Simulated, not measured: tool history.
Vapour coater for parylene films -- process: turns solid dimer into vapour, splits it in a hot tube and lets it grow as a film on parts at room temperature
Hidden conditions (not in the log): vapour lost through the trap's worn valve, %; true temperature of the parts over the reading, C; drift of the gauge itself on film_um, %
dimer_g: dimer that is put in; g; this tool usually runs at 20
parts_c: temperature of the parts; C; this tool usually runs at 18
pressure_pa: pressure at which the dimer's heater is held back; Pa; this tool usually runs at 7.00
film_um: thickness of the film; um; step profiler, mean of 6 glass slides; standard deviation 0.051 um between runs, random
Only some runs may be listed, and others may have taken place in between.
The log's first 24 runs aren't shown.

run    hour  dimer_g  parts_c  pressure_pa  hours of work since the trap's valve was overhauled  hours of work since the table's thermometer was calibrated  film_um
 25  1083.6        9       12         4.10                                                  206                                                         194     3.28
 26  1118.5       20       18         2.74                                                  229                                                         216     6.41
 27  1149.3       35       15         2.20                                                  249                                                         237    12.53
 28  1189.3       15       18         6.73                                                  275                                                         263     4.43
 29  1226.7       15       18         6.73                                                  300                                                         287     4.53
 30  1277.1       15       18         6.73                                                  333                                                         320     4.43
 31  1317.9       15       18         6.73                                                  359                                                         347     4.48
 32  1371.3       18       18         5.82                                                  394                                                         382     5.46
 33  1429.2       20       13         5.62                                                  432                                                         420     6.94

Each row is a separate what-if for the run after 33, all from the same tool condition, not one after another. Results?
     1489.5  -- trap's valve overhauled
  A  1489.5       17       25         3.00                                                    0                                                         457        ?
     1489.5  -- trap's valve overhauled
  B  1489.5       10       18         7.00                                                    0                                                         457        ?
     1489.5  -- trap's valve overhauled
  C  1489.5       20       10         2.26                                                    0                                                         457        ?
     1489.5  -- trap's valve overhauled
  D  1489.5       15       17         6.16                                                    0                                                         457        ?
     1489.5  -- trap's valve overhauled
  E  1489.5       20       23         7.60                                                    0                                                         457        ?

run  film_um
  A     4.57
  B     3.04
  C     8.19
  D     4.68
  E     5.07
Without the tool's hidden state the same runs would have given:
run  film_um
  A     4.58
  B     3.04
  C     8.20
  D     4.68
  E     5.08
